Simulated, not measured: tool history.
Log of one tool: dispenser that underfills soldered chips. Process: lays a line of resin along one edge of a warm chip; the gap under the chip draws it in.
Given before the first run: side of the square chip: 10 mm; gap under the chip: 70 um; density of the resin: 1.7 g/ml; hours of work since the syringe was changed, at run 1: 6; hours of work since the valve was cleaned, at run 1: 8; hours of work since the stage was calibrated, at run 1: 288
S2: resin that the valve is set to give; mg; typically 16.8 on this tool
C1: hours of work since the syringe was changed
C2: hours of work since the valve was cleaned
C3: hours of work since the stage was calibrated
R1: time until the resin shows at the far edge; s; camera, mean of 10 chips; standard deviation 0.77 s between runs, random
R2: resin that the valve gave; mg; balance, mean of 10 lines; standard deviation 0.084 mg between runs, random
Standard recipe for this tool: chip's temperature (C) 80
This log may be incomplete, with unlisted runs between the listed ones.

{"run": 1, "hour": 0.0, "chip's temperature (C)": 80, "S2": 16.8, "C1": 6, "C2": 8, "C3": 288, "R1": 102.3, "R2": 16.79}
{"hour": 2.1, "done": "new syringe of resin"}
{"run": 2, "hour": 10.4, "chip's temperature (C)": 80, "S2": 16.8, "C1": 7, "C2": 16, "C3": 296, "R1": 105.9, "R2": 16.49}
{"hour": 12.1, "done": "new syringe of resin"}
{"run": 3, "hour": 17.6, "chip's temperature (C)": 80, "S2": 16.8, "C1": 4, "C2": 21, "C3": 301, "R1": 93.1, "R2": 16.58}
{"hour": 21.9, "done": "new syringe of resin"}
{"run": 4, "hour": 30.4, "chip's temperature (C)": 80, "S2": 16.8, "C1": 7, "C2": 31, "C3": 311, "R1": 107.5, "R2": 16.28}
{"hour": 31.6, "done": "new syringe of resin"}
{"run": 5, "hour": 39.2, "chip's temperature (C)": 80, "S2": 16.8, "C1": 6, "C2": 38, "C3": 318, "R1": 104.0, "R2": 16.18}
{"hour": 41.6, "done": "new syringe of resin"}
{"run": 6, "hour": 45.3, "chip's temperature (C)": 80, "S2": 16.8, "C1": 3, "C2": 42, "C3": 322, "R1": 88.8, "R2": 16.04}
{"hour": 51.9, "done": "new syringe of resin"}
{"run": 7, "hour": 52.9, "chip's temperature (C)": 88, "S2": 16.8, "C1": 1, "C2": 48, "C3": 328, "R1": 55.7, "R2": 16.08}
{"hour": 61.5, "done": "new syringe of resin"}
{"run": 8, "hour": 62.0, "chip's temperature (C)": 88, "S2": 16.8, "C1": 0, "C2": 55, "C3": 335, "R1": 54.7, "R2": 16.03}
{"hour": 71.8, "done": "new syringe of resin"}
{"run": 9, "hour": 72.6, "chip's temperature (C)": 88, "S2": 21.1, "C1": 1, "C2": 63, "C3": 343, "R1": 53.8, "R2": 19.85}
{"hour": 81.9, "done": "new syringe of resin"}
{"run": 10, "hour": 84.5, "chip's temperature (C)": 88, "S2": 21.1, "C1": 2, "C2": 72, "C3": 352, "R1": 57.9, "R2": 19.53}
{"hour": 91.6, "done": "new syringe of resin"}
{"run": 11, "hour": 96.9, "chip's temperature (C)": 80, "S2": 18.3, "C1": 4, "C2": 82, "C3": 362, "R1": 92.5, "R2": 16.76}
{"hour": 102.0, "done": "new syringe of resin"}
{"run": 12, "hour": 107.2, "chip's temperature (C)": 80, "S2": 19.7, "C1": 4, "C2": 90, "C3": 370, "R1": 92.0, "R2": 17.99}
{"hour": 112.0, "done": "new syringe of resin"}
{"hour": 117.6, "done": "dispensing valve cleaned and set on the balance"}
{"run": 13, "hour": 118.9, "chip's temperature (C)": 80, "S2": 19.7, "C1": 5, "C2": 1, "C3": 378, "R1": 94.2, "R2": 19.69}
{"hour": 123.0, "done": "new syringe of resin"}
{"run": 14, "hour": 129.7, "chip's temperature (C)": 80, "S2": 19.7, "C1": 5, "C2": 9, "C3": 386, "R1": 98.6, "R2": 19.67}
{"hour": 132.9, "done": "new syringe of resin"}
{"run": 15, "hour": 140.8, "chip's temperature (C)": 80, "S2": 19.7, "C1": 6, "C2": 18, "C3": 395, "R1": 101.6, "R2": 19.21}
{"hour": 142.9, "done": "new syringe of resin"}
{"run": 16, "hour": 151.8, "chip's temperature (C)": 80, "S2": 19.7, "C1": 7, "C2": 26, "C3": 403, "R1": 108.3, "R2": 19.19}
{"hour": 153.1, "done": "new syringe of resin"}
{"run": 17, "hour": 160.4, "chip's temperature (C)": 80, "S2": 19.7, "C1": 6, "C2": 33, "C3": 410, "R1": 100.4, "R2": 19.01}
{"hour": 162.6, "done": "new syringe of resin"}
{"run": 18, "hour": 169.4, "chip's temperature (C)": 80, "S2": 19.7, "C1": 5, "C2": 40, "C3": 417, "R1": 100.0, "R2": 18.9}
{"hour": 172.3, "done": "new syringe of resin"}
{"run": 19, "hour": 177.5, "chip's temperature (C)": 80, "S2": 20.1, "C1": 4, "C2": 46, "C3": 423, "R1": 93.5, "R2": 19.2}
{"hour": 182.1, "done": "new syringe of resin"}
{"run": 20, "hour": 185.3, "chip's temperature (C)": 93, "S2": 21.8, "C1": 3, "C2": 52, "C3": 429, "R1": 49.5, "R2": 20.44}
{"hour": 191.8, "done": "new syringe of resin"}
{"run": 21, "hour": 196.2, "chip's temperature (C)": 93, "S2": 21.8, "C1": 3, "C2": 60, "C3": 437, "R1": 52.7, "R2": 20.33}
{"hour": 202.1, "done": "new syringe of resin"}
{"run": 22, "hour": 204.2, "chip's temperature (C)": 68, "S2": 21.0, "C1": 2, "C2": 66, "C3": 443, "R1": 138.1, "R2": 19.61}
{"run": 23, "hour": 210.2, "chip's temperature (C)": 72, "S2": 21.6, "C1": 6, "C2": 71, "C3": 448, "R1": 147.6, "R2": 20.06}
{"hour": 212.2, "done": "new syringe of resin"}
{"run": 24, "hour": 220.0, "chip's temperature (C)": 81, "S2": 18.9, "C1": 6, "C2": 78, "C3": 455, "R1": 100.0, "R2": 17.38}
{"hour": 222.3, "done": "new syringe of resin"}
{"run": 25, "hour": 228.8, "chip's temperature (C)": 81, "S2": 18.9, "C1": 5, "C2": 85, "C3": 462, "R1": 96.8, "R2": 17.22}
{"hour": 232.0, "done": "new syringe of resin"}
{"run": 26, "hour": 237.2, "chip's temperature (C)": 91, "S2": 16.7, "C1": 4, "C2": 92, "C3": 469, "R1": 62.5, "R2": 15.17}
{"hour": 241.7, "done": "new syringe of resin"}
{"hour": 245.9, "done": "dispensing valve cleaned and set on the balance"}
{"run": 27, "hour": 246.0, "chip's temperature (C)": 93, "S2": 15.9, "C1": 3, "C2": 0, "C3": 474, "R1": 51.1, "R2": 15.83}
{"hour": 252.4, "done": "new syringe of resin"}
{"run": 28, "hour": 252.4, "chip's temperature (C)": 93, "S2": 15.9, "C1": 0, "C2": 5, "C3": 479, "R1": 44.9, "R2": 15.92}
{"run": 29, "hour": 261.2, "chip's temperature (C)": 69, "S2": 17.2, "C1": 7, "C2": 12, "C3": 486, "R1": 182.7, "R2": 17.12}
{"hour": 262.4, "done": "new syringe of resin"}
{"run": 30, "hour": 269.6, "chip's temperature (C)": 72, "S2": 17.2, "C1": 6, "C2": 18, "C3": 493, "R1": 150.9, "R2": 16.89}
{"hour": 272.1, "done": "new syringe of resin"}
{"hour": 281.7, "done": "new syringe of resin"}
{"run": 31, "hour": 281.7, "chip's temperature (C)": 72, "S2": 17.2, "C1": 0, "C2": 27, "C3": 502, "R1": 110.2, "R2": 16.88}
{"run": 32, "hour": 288.9, "chip's temperature (C)": 72, "S2": 17.2, "C1": 6, "C2": 33, "C3": 507, "R1": 147.2, "R2": 16.69}
{"hour": 291.8, "done": "new syringe of resin"}
{"run": 33, "hour": 299.4, "chip's temperature (C)": 90, "S2": 16.1, "C1": 6, "C2": 41, "C3": 515, "R1": 71.3, "R2": 15.48}
{"hour": 301.6, "done": "new syringe of resin"}
{"hour": 311.4, "done": "new syringe of resin"}
{"run": 34, "hour": 311.4, "chip's temperature (C)": 67, "S2": 15.2, "C1": 0, "C2": 50, "C3": 524, "R1": 143.8, "R2": 14.41}

Below are 3 alternative next runs, each starting from the tool's condition after run 34. Predict each:
{"hour": 321.2, "done": "new syringe of resin"}
{"run": "A", "hour": 321.2, "chip's temperature (C)": 67, "S2": 19.1, "C1": 0, "C2": 58, "C3": 532, "R1": "?", "R2": "?"}
{"hour": 321.2, "done": "new syringe of resin"}
{"run": "B", "hour": 321.2, "chip's temperature (C)": 70, "S2": 20.2, "C1": 0, "C2": 58, "C3": 532, "R1": "?", "R2": "?"}
{"hour": 321.2, "done": "new syringe of resin"}
{"run": "C", "hour": 321.2, "chip's temperature (C)": 80, "S2": 16.5, "C1": 0, "C2": 58, "C3": 532, "R1": "?", "R2": "?"}

run=A R1=137.2 R2=17.95
run=B R1=120.1 R2=19.22
run=C R1=79.4 R2=15.74
Had the tool no hidden state, the same runs would have come out as:
run=A R1=122.9 R2=18.93
run=B R1=108.0 R2=20.27
run=C R1=71.1 R2=16.60

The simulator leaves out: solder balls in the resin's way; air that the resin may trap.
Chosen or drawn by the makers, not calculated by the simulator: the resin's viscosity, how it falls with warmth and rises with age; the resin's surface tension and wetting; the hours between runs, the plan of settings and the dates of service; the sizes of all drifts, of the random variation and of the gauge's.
